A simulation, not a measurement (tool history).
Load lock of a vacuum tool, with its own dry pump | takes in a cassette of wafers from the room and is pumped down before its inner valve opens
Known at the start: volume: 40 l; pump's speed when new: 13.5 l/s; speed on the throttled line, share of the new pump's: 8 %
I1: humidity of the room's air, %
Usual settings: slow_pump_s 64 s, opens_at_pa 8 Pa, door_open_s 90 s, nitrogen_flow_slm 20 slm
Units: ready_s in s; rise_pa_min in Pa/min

{"run": 1, "hour": 0.0, "slow_pump_s": 64, "opens_at_pa": 8, "door_open_s": 90, "nitrogen_flow_slm": 20, "I1": 46.6, "ready_s": 87.5, "rise_pa_min": 0.033}
{"run": 2, "hour": 87.7, "slow_pump_s": 64, "opens_at_pa": 8, "door_open_s": 90, "nitrogen_flow_slm": 20, "I1": 49.4, "ready_s": 87.7, "rise_pa_min": 0.036}
{"run": 3, "hour": 136.2, "slow_pump_s": 64, "opens_at_pa": 8, "door_open_s": 90, "nitrogen_flow_slm": 20, "I1": 41.6, "ready_s": 87.8, "rise_pa_min": 0.023}
{"run": 4, "hour": 199.3, "slow_pump_s": 64, "opens_at_pa": 8, "door_open_s": 90, "nitrogen_flow_slm": 20, "I1": 44.8, "ready_s": 87.5, "rise_pa_min": 0.028}
{"run": 5, "hour": 255.0, "slow_pump_s": 64, "opens_at_pa": 8, "door_open_s": 70, "nitrogen_flow_slm": 20, "I1": 46.1, "ready_s": 87.8, "rise_pa_min": 0.024}
{"run": 6, "hour": 335.8, "slow_pump_s": 64, "opens_at_pa": 8, "door_open_s": 181, "nitrogen_flow_slm": 20, "I1": 48.4, "ready_s": 87.6, "rise_pa_min": 0.049}
{"run": 7, "hour": 441.2, "slow_pump_s": 64, "opens_at_pa": 8, "door_open_s": 90, "nitrogen_flow_slm": 13, "I1": 43.6, "ready_s": 87.5, "rise_pa_min": 0.035}
{"run": 8, "hour": 526.0, "slow_pump_s": 64, "opens_at_pa": 8, "door_open_s": 90, "nitrogen_flow_slm": 13, "I1": 47.3, "ready_s": 87.1, "rise_pa_min": 0.038}
{"run": 9, "hour": 620.1, "slow_pump_s": 64, "opens_at_pa": 8, "door_open_s": 90, "nitrogen_flow_slm": 13, "I1": 44.9, "ready_s": 87.5, "rise_pa_min": 0.037}
{"run": 10, "hour": 724.2, "slow_pump_s": 64, "opens_at_pa": 8, "door_open_s": 90, "nitrogen_flow_slm": 13, "I1": 46.9, "ready_s": 87.7, "rise_pa_min": 0.034}
{"run": 11, "hour": 796.8, "slow_pump_s": 64, "opens_at_pa": 8, "door_open_s": 90, "nitrogen_flow_slm": 13, "I1": 44.7, "ready_s": 87.7, "rise_pa_min": 0.036}
{"run": 12, "hour": 844.2, "slow_pump_s": 64, "opens_at_pa": 8, "door_open_s": 90, "nitrogen_flow_slm": 13, "I1": 48.6, "ready_s": 87.6, "rise_pa_min": 0.041}
{"run": 13, "hour": 909.7, "slow_pump_s": 64, "opens_at_pa": 8, "door_open_s": 90, "nitrogen_flow_slm": 13, "I1": 45.7, "ready_s": 87.8, "rise_pa_min": 0.033}
{"run": 14, "hour": 964.2, "slow_pump_s": 64, "opens_at_pa": 8, "door_open_s": 90, "nitrogen_flow_slm": 13, "I1": 43.9, "ready_s": 87.8, "rise_pa_min": 0.044}
{"run": 15, "hour": 1045.3, "slow_pump_s": 64, "opens_at_pa": 8, "door_open_s": 90, "nitrogen_flow_slm": 13, "I1": 43.4, "ready_s": 87.8, "rise_pa_min": 0.036}
{"run": 16, "hour": 1102.6, "slow_pump_s": 64, "opens_at_pa": 8, "door_open_s": 90, "nitrogen_flow_slm": 20, "I1": 47.3, "ready_s": 87.9, "rise_pa_min": 0.036}
{"run": 17, "hour": 1173.7, "slow_pump_s": 64, "opens_at_pa": 8, "door_open_s": 90, "nitrogen_flow_slm": 20, "I1": 42.3, "ready_s": 87.7, "rise_pa_min": 0.039}
{"run": 18, "hour": 1245.6, "slow_pump_s": 64, "opens_at_pa": 8, "door_open_s": 90, "nitrogen_flow_slm": 17, "I1": 45.2, "ready_s": 88.2, "rise_pa_min": 0.035}
{"run": 19, "hour": 1293.9, "slow_pump_s": 64, "opens_at_pa": 8, "door_open_s": 90, "nitrogen_flow_slm": 20, "I1": 43.3, "ready_s": 88.1, "rise_pa_min": 0.04}
{"run": 20, "hour": 1350.0, "slow_pump_s": 64, "opens_at_pa": 8, "door_open_s": 90, "nitrogen_flow_slm": 20, "I1": 46.4, "ready_s": 88, "rise_pa_min": 0.042}
{"run": 21, "hour": 1401.2, "slow_pump_s": 64, "opens_at_pa": 8, "door_open_s": 90, "nitrogen_flow_slm": 20, "I1": 43, "ready_s": 88, "rise_pa_min": 0.039}
{"run": 22, "hour": 1483.9, "slow_pump_s": 64, "opens_at_pa": 8, "door_open_s": 56, "nitrogen_flow_slm": 7, "I1": 46.6, "ready_s": 88.4, "rise_pa_min": 0.039}
{"run": 23, "hour": 1564.7, "slow_pump_s": 64, "opens_at_pa": 13, "door_open_s": 90, "nitrogen_flow_slm": 20, "I1": 46.8, "ready_s": 86.3, "rise_pa_min": 0.041}
{"run": 24, "hour": 1665.2, "slow_pump_s": 64, "opens_at_pa": 13, "door_open_s": 90, "nitrogen_flow_slm": 20, "I1": 46.9, "ready_s": 86.4, "rise_pa_min": 0.041}
{"run": 25, "hour": 1762.9, "slow_pump_s": 64, "opens_at_pa": 13, "door_open_s": 75, "nitrogen_flow_slm": 5, "I1": 45.1, "ready_s": 86.2, "rise_pa_min": 0.047}
{"run": 26, "hour": 1876.9, "slow_pump_s": 43, "opens_at_pa": 6, "door_open_s": 145, "nitrogen_flow_slm": 9, "I1": 46.4, "ready_s": 69.6, "rise_pa_min": 0.066}
{"run": 27, "hour": 1924.0, "slow_pump_s": 43, "opens_at_pa": 6, "door_open_s": 145, "nitrogen_flow_slm": 9, "I1": 47.9, "ready_s": 69.9, "rise_pa_min": 0.069}
{"run": 28, "hour": 2034.8, "slow_pump_s": 43, "opens_at_pa": 8, "door_open_s": 145, "nitrogen_flow_slm": 9, "I1": 41.4, "ready_s": 68.6, "rise_pa_min": 0.057}
{"run": 29, "hour": 2098.7, "slow_pump_s": 43, "opens_at_pa": 8, "door_open_s": 145, "nitrogen_flow_slm": 9, "I1": 43.4, "ready_s": 68.8, "rise_pa_min": 0.067}
{"run": 30, "hour": 2176.6, "slow_pump_s": 64, "opens_at_pa": 8, "door_open_s": 234, "nitrogen_flow_slm": 20, "I1": 44.7, "ready_s": 87.9, "rise_pa_min": 0.066}
{"run": 31, "hour": 2282.8, "slow_pump_s": 64, "opens_at_pa": 8, "door_open_s": 234, "nitrogen_flow_slm": 20, "I1": 44.9, "ready_s": 88.1, "rise_pa_min": 0.067}
{"run": 32, "hour": 2370.1, "slow_pump_s": 96, "opens_at_pa": 7, "door_open_s": 129, "nitrogen_flow_slm": 10, "I1": 45.3, "ready_s": 117.4, "rise_pa_min": 0.065}
{"run": 33, "hour": 2416.9, "slow_pump_s": 64, "opens_at_pa": 8, "door_open_s": 40, "nitrogen_flow_slm": 20, "I1": 42.7, "ready_s": 88.1, "rise_pa_min": 0.043}
{"run": 34, "hour": 2471.3, "slow_pump_s": 42, "opens_at_pa": 14, "door_open_s": 48, "nitrogen_flow_slm": 20, "I1": 45.3, "ready_s": 66, "rise_pa_min": 0.04}
{"run": 35, "hour": 2533.5, "slow_pump_s": 48, "opens_at_pa": 14, "door_open_s": 155, "nitrogen_flow_slm": 18, "I1": 47.4, "ready_s": 71.8, "rise_pa_min": 0.07}
{"run": 36, "hour": 2614.3, "slow_pump_s": 48, "opens_at_pa": 14, "door_open_s": 36, "nitrogen_flow_slm": 18, "I1": 45.1, "ready_s": 71.5, "rise_pa_min": 0.048}
{"run": 37, "hour": 2691.1, "slow_pump_s": 64, "opens_at_pa": 6, "door_open_s": 163, "nitrogen_flow_slm": 20, "I1": 43.8, "ready_s": 88.9, "rise_pa_min": 0.066}

Measured less the same run without the tool's hidden state. The same run-to-run variation is in both; the gauge's scatter may not be:
The hidden state here: pump's speed, % of a new pump's; leak at the door's seal, Pa l/s; drift of the gauge itself on ready_s, %; drift of the gauge itself on rise_pa_min, %.
run=1 ready_s=+0.5 rise_pa_min=+0.003
run=2 ready_s=+0.5 rise_pa_min=+0.004
run=3 ready_s=+0.6 rise_pa_min=+0.004
run=4 ready_s=+0.6 rise_pa_min=+0.005
run=5 ready_s=+0.5 rise_pa_min=+0.004
run=6 ready_s=+0.5 rise_pa_min=+0.006
run=7 ready_s=+0.5 rise_pa_min=+0.006
run=8 ready_s=+0.6 rise_pa_min=+0.007
run=9 ready_s=+0.6 rise_pa_min=+0.007
run=10 ready_s=+0.7 rise_pa_min=+0.008
run=11 ready_s=+0.7 rise_pa_min=+0.009
run=12 ready_s=+0.7 rise_pa_min=+0.009
run=13 ready_s=+0.7 rise_pa_min=+0.01
run=14 ready_s=+0.7 rise_pa_min=+0.01
run=15 ready_s=+0.7 rise_pa_min=+0.01
run=16 ready_s=+0.7 rise_pa_min=+0.011
run=17 ready_s=+0.7 rise_pa_min=+0.011
run=18 ready_s=+0.7 rise_pa_min=+0.012
run=19 ready_s=+0.7 rise_pa_min=+0.013
run=20 ready_s=+0.8 rise_pa_min=+0.013
run=21 ready_s=+0.7 rise_pa_min=+0.013
run=22 ready_s=+0.8 rise_pa_min=+0.014
run=23 ready_s=+0.8 rise_pa_min=+0.015
run=24 ready_s=+0.7 rise_pa_min=+0.016
run=25 ready_s=+0.8 rise_pa_min=+0.017
run=26 ready_s=+1 rise_pa_min=+0.019
run=27 ready_s=+1 rise_pa_min=+0.019
run=28 ready_s=+0.9 rise_pa_min=+0.02
run=29 ready_s=+0.9 rise_pa_min=+0.02
run=30 ready_s=+1 rise_pa_min=+0.02
run=31 ready_s=+0.9 rise_pa_min=+0.023
run=32 ready_s=+0.9 rise_pa_min=+0.023
run=33 ready_s=+1 rise_pa_min=+0.024
run=34 ready_s=+1 rise_pa_min=+0.024
run=35 ready_s=+1 rise_pa_min=+0.025
run=36 ready_s=+1 rise_pa_min=+0.026
run=37 ready_s=+1 rise_pa_min=+0.027
